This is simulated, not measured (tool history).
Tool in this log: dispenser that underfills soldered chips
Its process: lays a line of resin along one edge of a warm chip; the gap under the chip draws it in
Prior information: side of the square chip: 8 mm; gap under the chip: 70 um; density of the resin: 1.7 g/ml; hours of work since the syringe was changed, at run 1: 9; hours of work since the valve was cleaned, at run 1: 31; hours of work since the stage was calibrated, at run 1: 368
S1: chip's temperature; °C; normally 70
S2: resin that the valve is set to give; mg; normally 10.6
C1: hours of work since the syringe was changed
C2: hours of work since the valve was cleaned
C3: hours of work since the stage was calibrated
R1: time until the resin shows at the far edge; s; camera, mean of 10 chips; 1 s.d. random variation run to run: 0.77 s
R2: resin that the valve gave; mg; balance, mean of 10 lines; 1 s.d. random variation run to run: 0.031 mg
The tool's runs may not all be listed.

| run | hour | S1 | S2 | C1 | C2 | C3 | R1 | R2 |
|---|---|---|---|---|---|---|---|---|
| 1 | 0 | 70 | 10.6 | 9 | 31 | 368 | 153.1 | 10.38 |
|  | 3.6 | new syringe of resin |
| 2 | 12.5 | 70 | 10.6 | 5 | 38 | 375 | 111.4 | 10.32 |
|  | 21.7 | new syringe of resin |
|  | 23.5 | dispensing valve cleaned and set on the balance |
| 3 | 24.9 | 70 | 10.6 | 1 | 1 | 382 | 78.1 | 10.52 |
| 4 | 31.7 | 70 | 10.6 | 6 | 5 | 386 | 112.1 | 10.52 |
|  | 41.5 | new syringe of resin |
| 5 | 47 | 70 | 10.6 | 3 | 14 | 396 | 93.3 | 10.54 |
| 6 | 58.7 | 70 | 10.6 | 11 | 22 | 403 | 175.6 | 10.38 |
|  | 59.7 | new syringe of resin |
| 7 | 66.5 | 70 | 10.6 | 4 | 26 | 407 | 99 | 10.36 |
|  | 78.4 | new syringe of resin |
| 8 | 78.4 | 70 | 10.6 | 0 | 33 | 415 | 67.7 | 10.33 |
| 9 | 86.4 | 70 | 10.6 | 5 | 38 | 420 | 104.7 | 10.32 |
|  | 97.5 | new syringe of resin |
|  | 98.5 | dispensing valve cleaned and set on the balance |
| 10 | 102.1 | 70 | 9.1 | 2 | 2 | 429 | 83.3 | 9.07 |
| 11 | 115.2 | 70 | 9.1 | 10 | 10 | 437 | 174.1 | 9.04 |
|  | 117 | new syringe of resin |
| 12 | 121.9 | 83 | 11.8 | 3 | 14 | 441 | 56.5 | 11.71 |
| 13 | 132.9 | 66 | 9.8 | 10 | 21 | 447 | 191.1 | 9.65 |
|  | 136.1 | new syringe of resin |
| 14 | 139.7 | 66 | 9.8 | 2 | 25 | 452 | 98.7 | 9.63 |
| 15 | 149.9 | 66 | 13.5 | 9 | 32 | 458 | 161.3 | 13.22 |
|  | 154.3 | new syringe of resin |
| 16 | 156.9 | 70 | 11.7 | 2 | 36 | 462 | 76 | 11.38 |
| 17 | 169 | 58 | 10.6 | 9 | 43 | 470 | 234.2 | 10.3 |
|  | 172.2 | dispensing valve cleaned and set on the balance |
|  | 173.9 | new syringe of resin |
| 18 | 185.7 | 76 | 13.4 | 7 | 8 | 479 | 99.4 | 13.3 |
|  | 192.2 | new syringe of resin |
| 19 | 195.5 | 61 | 13.3 | 2 | 14 | 485 | 107.3 | 13.19 |
| 20 | 206.2 | 61 | 13.3 | 9 | 21 | 492 | 193.6 | 13.12 |

Forecast each of these 5 alternatives for the next run:
|  | 210.5 | new syringe of resin |
| A | 220.5 | 61 | 13.3 | 6 | 29 | 500 | ? | ? |
|  | 210.5 | new syringe of resin |
| B | 220.5 | 76 | 11 | 6 | 29 | 500 | ? | ? |
|  | 210.5 | new syringe of resin |
| C | 220.5 | 67 | 9.3 | 6 | 29 | 500 | ? | ? |
|  | 210.5 | new syringe of resin |
| D | 220.5 | 62 | 13.6 | 6 | 29 | 500 | ? | ? |
|  | 210.5 | new syringe of resin |
| E | 220.5 | 80 | 13 | 6 | 29 | 500 | ? | ? |

| run | R1 | R2 |
|---|---|---|
| A | 154.3 | 13.09 |
| B | 93.4 | 10.8 |
| C | 134.5 | 9.13 |
| D | 148.8 | 13.34 |
| E | 79.8 | 12.76 |
With no hidden state in the tool, these same runs would have given:
| run | R1 | R2 |
|---|---|---|
| A | 94.8 | 13.35 |
| B | 56.7 | 11.02 |
| C | 81.9 | 9.31 |
| D | 91.3 | 13.61 |
| E | 48.8 | 13.02 |
